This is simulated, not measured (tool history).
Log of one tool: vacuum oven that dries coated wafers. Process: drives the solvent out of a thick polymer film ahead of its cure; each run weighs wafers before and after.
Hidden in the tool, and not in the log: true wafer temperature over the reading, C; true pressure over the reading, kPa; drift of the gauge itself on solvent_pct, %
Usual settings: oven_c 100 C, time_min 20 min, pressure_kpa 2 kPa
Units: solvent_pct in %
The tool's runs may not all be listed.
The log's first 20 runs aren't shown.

| run | day | oven_c | time_min | pressure_kpa | hours of work since the thermocouples were calibrated | hours of work since the vacuum gauge was cleaned of residue | solvent_pct |
|---|---|---|---|---|---|---|---|
| 21 | 25.183 | 91 | 20 | 1.36 | 66 | 555 | 2.68 |
| 22 | 26.175 | 100 | 13 | 2 | 77 | 566 | 2.96 |
| 23 | 26.942 | 100 | 13 | 2 | 86 | 575 | 2.96 |
| 24 | 28.121 | 100 | 23 | 5.32 | 100 | 589 | 2.5 |
|  | 29.125 | oven's thermocouples calibrated, once more |
| 25 | 29.475 | 100 | 14 | 1.62 | 4 | 604 | 3.03 |
| 26 | 31.046 | 90 | 28 | 1.68 | 22 | 622 | 2.32 |
| 27 | 32.646 | 90 | 28 | 1.68 | 41 | 641 | 2.31 |
| 28 | 34.317 | 110 | 36 | 1.68 | 61 | 660 | 0.53 |
| 29 | 35.112 | 110 | 36 | 1.68 | 70 | 669 | 0.51 |
| 30 | 36.096 | 110 | 36 | 1.68 | 81 | 681 | 0.51 |

The next listed run, before its measurement:
| 31 | 37.071 | 110 | 36 | 1.68 | 93 | 692 | ? |

{"run 31": {"solvent_pct": 0.56}}
Without the tool's hidden state the same run would have given solvent_pct 0.52 %.
